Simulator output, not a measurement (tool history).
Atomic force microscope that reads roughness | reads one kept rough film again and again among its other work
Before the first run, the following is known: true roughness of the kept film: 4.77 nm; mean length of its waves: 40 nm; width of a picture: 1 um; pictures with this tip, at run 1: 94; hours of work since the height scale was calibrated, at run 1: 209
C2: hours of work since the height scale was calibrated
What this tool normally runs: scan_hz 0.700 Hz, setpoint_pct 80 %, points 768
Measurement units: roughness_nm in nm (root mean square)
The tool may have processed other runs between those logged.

{"run": 1, "hour": 0.0, "scan_hz": 0.7, "setpoint_pct": 80, "points": 768, "pictures with this tip": 94, "C2": 209, "roughness_nm": 3.761}
{"run": 2, "hour": 13.6, "scan_hz": 0.7, "setpoint_pct": 80, "points": 768, "pictures with this tip": 120, "C2": 218, "roughness_nm": 3.723}
{"run": 3, "hour": 34.5, "scan_hz": 0.7, "setpoint_pct": 80, "points": 768, "pictures with this tip": 161, "C2": 232, "roughness_nm": 3.621}
{"run": 4, "hour": 44.3, "scan_hz": 0.7, "setpoint_pct": 80, "points": 768, "pictures with this tip": 181, "C2": 239, "roughness_nm": 3.583}
{"run": 5, "hour": 53.7, "scan_hz": 0.7, "setpoint_pct": 76, "points": 768, "pictures with this tip": 199, "C2": 245, "roughness_nm": 3.619}
{"run": 6, "hour": 70.4, "scan_hz": 0.7, "setpoint_pct": 76, "points": 768, "pictures with this tip": 232, "C2": 256, "roughness_nm": 3.534}
{"run": 7, "hour": 84.0, "scan_hz": 0.7, "setpoint_pct": 76, "points": 768, "pictures with this tip": 258, "C2": 265, "roughness_nm": 3.487}
{"run": 8, "hour": 98.2, "scan_hz": 0.7, "setpoint_pct": 80, "points": 768, "pictures with this tip": 286, "C2": 275, "roughness_nm": 3.397}
{"run": 9, "hour": 107.1, "scan_hz": 0.7, "setpoint_pct": 59, "points": 768, "pictures with this tip": 304, "C2": 281, "roughness_nm": 3.551}
{"hour": 122.4, "done": "new tip fitted"}
{"run": 10, "hour": 126.0, "scan_hz": 0.7, "setpoint_pct": 80, "points": 768, "pictures with this tip": 7, "C2": 293, "roughness_nm": 3.947}
{"run": 11, "hour": 135.5, "scan_hz": 0.7, "setpoint_pct": 80, "points": 768, "pictures with this tip": 25, "C2": 299, "roughness_nm": 3.913}
{"hour": 137.7, "done": "height scale calibrated on a step standard"}
{"run": 12, "hour": 145.3, "scan_hz": 0.51, "setpoint_pct": 80, "points": 768, "pictures with this tip": 43, "C2": 5, "roughness_nm": 3.949}
{"run": 13, "hour": 158.8, "scan_hz": 1.074, "setpoint_pct": 64, "points": 636, "pictures with this tip": 69, "C2": 14, "roughness_nm": 3.911}
{"run": 14, "hour": 173.2, "scan_hz": 1.074, "setpoint_pct": 64, "points": 636, "pictures with this tip": 97, "C2": 24, "roughness_nm": 3.873}
{"run": 15, "hour": 194.1, "scan_hz": 1.074, "setpoint_pct": 64, "points": 636, "pictures with this tip": 138, "C2": 38, "roughness_nm": 3.805}
{"run": 16, "hour": 204.7, "scan_hz": 1.074, "setpoint_pct": 64, "points": 636, "pictures with this tip": 159, "C2": 45, "roughness_nm": 3.731}
{"run": 17, "hour": 214.2, "scan_hz": 1.379, "setpoint_pct": 77, "points": 878, "pictures with this tip": 177, "C2": 51, "roughness_nm": 3.44}
{"run": 18, "hour": 232.1, "scan_hz": 2.21, "setpoint_pct": 80, "points": 575, "pictures with this tip": 213, "C2": 63, "roughness_nm": 3.079}
{"run": 19, "hour": 241.8, "scan_hz": 0.7, "setpoint_pct": 59, "points": 768, "pictures with this tip": 232, "C2": 69, "roughness_nm": 3.691}
{"hour": 247.5, "done": "height scale calibrated on a step standard, once more"}
{"run": 20, "hour": 261.2, "scan_hz": 0.7, "setpoint_pct": 80, "points": 812, "pictures with this tip": 268, "C2": 9, "roughness_nm": 3.422}
{"run": 21, "hour": 275.9, "scan_hz": 0.7, "setpoint_pct": 80, "points": 312, "pictures with this tip": 296, "C2": 19, "roughness_nm": 3.362}
{"run": 22, "hour": 292.2, "scan_hz": 0.543, "setpoint_pct": 86, "points": 742, "pictures with this tip": 328, "C2": 30, "roughness_nm": 3.338}

Results for each run, recomputed without the tool's hidden state and with each run's random variation untouched:
Unlogged tool condition in this case: radius of the tip, nm; height scale over the true one, %; drift of the gauge itself on roughness_nm, %.
run=1 roughness_nm=3.956
run=2 roughness_nm=3.973
run=3 roughness_nm=3.948
run=4 roughness_nm=3.947
run=5 roughness_nm=4.019
run=6 roughness_nm=3.990
run=7 roughness_nm=3.993
run=8 roughness_nm=3.947
run=9 roughness_nm=4.162
run=10 roughness_nm=3.959
run=11 roughness_nm=3.966
run=12 roughness_nm=4.033
run=13 roughness_nm=4.050
run=14 roughness_nm=4.067
run=15 roughness_nm=4.084
run=16 roughness_nm=4.044
run=17 roughness_nm=3.766
run=18 roughness_nm=3.430
run=19 roughness_nm=4.152
run=20 roughness_nm=3.957
run=21 roughness_nm=3.941
run=22 roughness_nm=3.974

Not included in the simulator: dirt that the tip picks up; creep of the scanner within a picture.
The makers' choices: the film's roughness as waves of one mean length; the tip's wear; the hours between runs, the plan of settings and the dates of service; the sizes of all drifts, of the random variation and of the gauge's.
